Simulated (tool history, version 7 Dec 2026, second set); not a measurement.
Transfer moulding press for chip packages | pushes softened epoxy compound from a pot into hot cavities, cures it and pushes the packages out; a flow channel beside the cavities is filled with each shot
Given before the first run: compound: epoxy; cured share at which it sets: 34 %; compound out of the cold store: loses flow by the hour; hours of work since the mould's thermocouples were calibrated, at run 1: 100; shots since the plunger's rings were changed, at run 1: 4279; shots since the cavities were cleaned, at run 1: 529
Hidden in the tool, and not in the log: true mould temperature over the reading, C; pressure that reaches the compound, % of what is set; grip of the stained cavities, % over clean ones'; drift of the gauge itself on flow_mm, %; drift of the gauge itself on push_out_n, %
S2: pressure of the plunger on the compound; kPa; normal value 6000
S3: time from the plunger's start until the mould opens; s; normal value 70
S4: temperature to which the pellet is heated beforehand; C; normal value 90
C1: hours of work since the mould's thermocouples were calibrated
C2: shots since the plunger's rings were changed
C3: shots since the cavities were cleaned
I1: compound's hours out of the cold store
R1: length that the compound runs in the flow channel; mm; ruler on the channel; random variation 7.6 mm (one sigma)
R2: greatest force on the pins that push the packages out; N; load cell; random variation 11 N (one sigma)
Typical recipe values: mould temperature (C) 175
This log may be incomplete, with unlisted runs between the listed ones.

run 1 hour=0 | mould_temperature_(C)=175 S2=6000 S3=70 S4=90 | C1=100 C2=4279 C3=529 | I1=27.8 | R1=753 R2=847
run 2 hour=7.8 | mould_temperature_(C)=175 S2=6000 S3=70 S4=90 | C1=103 C2=4365 C3=615 | I1=10.1 | R1=816 R2=967
-- hour=11.5 plunger's sealing rings changed
run 3 hour=17.8 | mould_temperature_(C)=175 S2=6000 S3=70 S4=90 | C1=106 C2=70 C3=698 | I1=11 | R1=891 R2=961
run 4 hour=25.7 | mould_temperature_(C)=175 S2=6000 S3=70 S4=90 | C1=110 C2=156 C3=784 | I1=12.7 | R1=890 R2=938
run 5 hour=35.7 | mould_temperature_(C)=171 S2=6000 S3=70 S4=90 | C1=114 C2=267 C3=895 | I1=44 | R1=768 R2=1147
run 6 hour=42.8 | mould_temperature_(C)=175 S2=5780 S3=70 S4=90 | C1=117 C2=345 C3=973 | I1=36.4 | R1=779 R2=935
run 7 hour=50.7 | mould_temperature_(C)=175 S2=5780 S3=70 S4=90 | C1=120 C2=432 C3=1060 | I1=27 | R1=807 R2=973
-- hour=52.6 cavities cleaned with cleaning compound and waxed
run 8 hour=59.9 | mould_temperature_(C)=175 S2=6000 S3=70 S4=90 | C1=123 C2=516 C3=80 | I1=23.1 | R1=825 R2=541
run 9 hour=65.2 | mould_temperature_(C)=175 S2=6000 S3=70 S4=90 | C1=125 C2=574 C3=138 | I1=13.5 | R1=872 R2=603
run 10 hour=69.3 | mould_temperature_(C)=175 S2=6000 S3=107 S4=90 | C1=127 C2=620 C3=184 | I1=29.1 | R1=825 R2=319
run 11 hour=75.6 | mould_temperature_(C)=175 S2=5580 S3=70 S4=90 | C1=130 C2=689 C3=253 | I1=28.2 | R1=778 R2=663
run 12 hour=80.4 | mould_temperature_(C)=175 S2=5580 S3=70 S4=90 | C1=132 C2=742 C3=306 | I1=43.8 | R1=714 R2=627
run 13 hour=89 | mould_temperature_(C)=178 S2=6000 S3=70 S4=90 | C1=135 C2=837 C3=401 | I1=37.6 | R1=774 R2=574
run 14 hour=98.8 | mould_temperature_(C)=168 S2=6000 S3=70 S4=90 | C1=139 C2=944 C3=508 | I1=40.7 | R1=792 R2=1232
run 15 hour=106.2 | mould_temperature_(C)=183 S2=6000 S3=60 S4=93 | C1=142 C2=1026 C3=590 | I1=38.6 | R1=732 R2=651
run 16 hour=115.1 | mould_temperature_(C)=177 S2=5420 S3=89 S4=99 | C1=146 C2=1123 C3=687 | I1=13.5 | R1=831 R2=501
run 17 hour=121.9 | mould_temperature_(C)=177 S2=5420 S3=89 S4=99 | C1=149 C2=1198 C3=762 | I1=27.7 | R1=760 R2=496
run 18 hour=128.1 | mould_temperature_(C)=177 S2=5420 S3=89 S4=99 | C1=151 C2=1267 C3=831 | I1=32.8 | R1=734 R2=512
run 19 hour=134.3 | mould_temperature_(C)=177 S2=5470 S3=89 S4=99 | C1=154 C2=1334 C3=898 | I1=35.8 | R1=727 R2=517
run 20 hour=144.3 | mould_temperature_(C)=177 S2=5470 S3=89 S4=94 | C1=158 C2=1444 C3=1008 | I1=17.8 | R1=797 R2=539
-- hour=150.8 cavities cleaned with cleaning compound and waxed
run 21 hour=153.3 | mould_temperature_(C)=177 S2=5470 S3=89 S4=94 | C1=161 C2=1528 C3=28 | I1=42.5 | R1=700 R2=294
run 22 hour=158.2 | mould_temperature_(C)=175 S2=6000 S3=70 S4=91 | C1=163 C2=1581 C3=81 | I1=38.8 | R1=758 R2=503
run 23 hour=165.2 | mould_temperature_(C)=177 S2=6000 S3=70 S4=95 | C1=166 C2=1658 C3=158 | I1=45.2 | R1=722 R2=474
run 24 hour=170.1 | mould_temperature_(C)=177 S2=6000 S3=70 S4=95 | C1=168 C2=1712 C3=212 | I1=39.4 | R1=738 R2=500
run 25 hour=174.3 | mould_temperature_(C)=170 S2=6000 S3=70 S4=90 | C1=170 C2=1758 C3=258 | I1=23 | R1=845 R2=984
run 26 hour=181.7 | mould_temperature_(C)=168 S2=6000 S3=79 S4=90 | C1=173 C2=1840 C3=340 | I1=38.4 | R1=792 R2=812

What if the next run were any one of these 3? Each begins from the tool's condition after run 26:
run A hour=187.2 | mould_temperature_(C)=181 S2=4640 S3=85 S4=90 | C1=175 C2=1900 C3=400 | I1=16.9 | R1=? R2=?
run B hour=187.2 | mould_temperature_(C)=172 S2=6000 S3=53 S4=90 | C1=175 C2=1900 C3=400 | I1=20.7 | R1=? R2=?
run C hour=187.2 | mould_temperature_(C)=175 S2=4830 S3=52 S4=90 | C1=175 C2=1900 C3=400 | I1=39.2 | R1=? R2=?

run=A R1=714 R2=391
run=B R1=848 R2=1737
run=C R1=674 R2=1451
With the hidden condition removed and each run's random variation left untouched, the same runs would have given:
run=A R1=743 R2=253
run=B R1=882 R2=1137
run=C R1=701 R2=954
